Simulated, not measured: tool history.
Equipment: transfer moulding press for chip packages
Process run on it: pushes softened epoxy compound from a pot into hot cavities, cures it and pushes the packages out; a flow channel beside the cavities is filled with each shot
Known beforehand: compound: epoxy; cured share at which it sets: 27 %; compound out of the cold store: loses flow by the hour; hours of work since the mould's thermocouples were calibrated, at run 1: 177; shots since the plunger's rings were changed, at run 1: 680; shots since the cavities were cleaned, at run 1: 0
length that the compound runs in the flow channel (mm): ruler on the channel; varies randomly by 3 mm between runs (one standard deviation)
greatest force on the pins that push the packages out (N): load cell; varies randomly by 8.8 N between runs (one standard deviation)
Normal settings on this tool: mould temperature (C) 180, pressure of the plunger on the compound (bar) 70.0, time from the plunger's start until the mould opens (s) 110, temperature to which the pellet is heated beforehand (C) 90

run	hour	mould temperature (C)	pressure of the plunger on the compound (bar)	time from the plunger's start until the mould opens (s)	temperature to which the pellet is heated beforehand (C)	hours of work since the mould's thermocouples were calibrated	shots since the plunger's rings were changed	shots since the cavities were cleaned	incoming compound's hours out of the cold store	length that the compound runs in the flow channel (mm)	greatest force on the pins that push the packages out (N)
1	0.0	180	70.0	110	90	177	680	0	8.6	870	395
2	6.0	180	70.0	110	90	180	726	46	19.8	800	422
3	15.2	180	70.0	110	90	184	796	116	33.6	726	465
4	19.4	180	70.0	110	90	186	828	148	25.3	776	505
5	28.9	180	70.0	110	90	191	900	220	38.5	717	536
6	36.9	180	70.0	110	90	195	962	282	19.8	801	590
7	44.0	180	70.0	110	90	198	1015	335	38.2	716	596
8	49.8	180	70.0	110	90	201	1059	379	22.7	789	637
9	54.7	180	70.0	110	90	204	1097	417	40.3	702	632
10	61.9	180	70.0	110	90	207	1152	472	36.2	727	638
11	69.4	180	70.0	110	90	211	1209	529	40.3	704	668
12	74.4	180	70.0	110	90	213	1247	567	32.1	737	693
# hour 77.4: cavities cleaned with cleaning compound and waxed
13	84.7	180	70.0	110	90	218	1314	55	11.3	840	457
14	92.2	180	70.0	110	90	221	1371	112	36.1	719	454
15	100.6	180	70.0	110	98	226	1435	176	33.1	734	495
16	110.3	180	70.0	110	98	230	1509	250	47.7	670	542
# hour 112.9: mould's thermocouples calibrated
17	116.5	181	85.7	110	98	2	1541	282	28.6	834	562
18	123.8	183	60.6	110	90	5	1597	338	20.0	726	552
19	127.9	178	65.2	109	90	7	1628	369	20.0	770	712
# hour 132.4: mould's thermocouples calibrated, once more
20	134.1	178	80.2	109	90	1	1660	401	46.6	726	665
21	141.2	178	80.2	109	90	4	1714	455	18.3	861	763
22	148.4	178	70.0	110	90	8	1768	509	23.2	781	763
23	153.6	178	57.3	138	90	10	1808	549	32.6	670	584
# hour 158.6: cavities cleaned with cleaning compound and waxed
24	160.8	180	69.3	133	90	13	1851	16	21.0	785	324
25	167.2	178	64.8	126	88	16	1901	66	46.5	653	393
26	176.8	180	77.9	110	90	21	1974	139	45.3	714	483
27	181.8	184	65.6	110	90	24	2012	177	22.9	749	454
28	187.6	184	65.6	95	98	27	2056	221	42.3	658	542

Branching from run 28: 5 alternative next runs. What would each branch give?
A	193.8	180	70.0	109	94	30	2103	268	27.8	?	?
B	193.8	183	68.5	110	87	30	2103	268	43.0	?	?
C	193.8	179	70.0	110	82	30	2103	268	32.8	?	?
D	193.8	174	72.0	92	90	30	2103	268	39.7	?	?
E	193.8	180	68.4	139	90	30	2103	268	16.6	?	?

run	length that the compound runs in the flow channel (mm)	greatest force on the pins that push the packages out (N)
A	754	567
B	676	488
C	733	619
D	725	1120
E	797	461
With the hidden condition removed and each run's random variation left untouched, the same runs would have given:
run	length that the compound runs in the flow channel (mm)	greatest force on the pins that push the packages out (N)
A	772	367
B	692	314
C	750	403
D	742	728
E	816	295

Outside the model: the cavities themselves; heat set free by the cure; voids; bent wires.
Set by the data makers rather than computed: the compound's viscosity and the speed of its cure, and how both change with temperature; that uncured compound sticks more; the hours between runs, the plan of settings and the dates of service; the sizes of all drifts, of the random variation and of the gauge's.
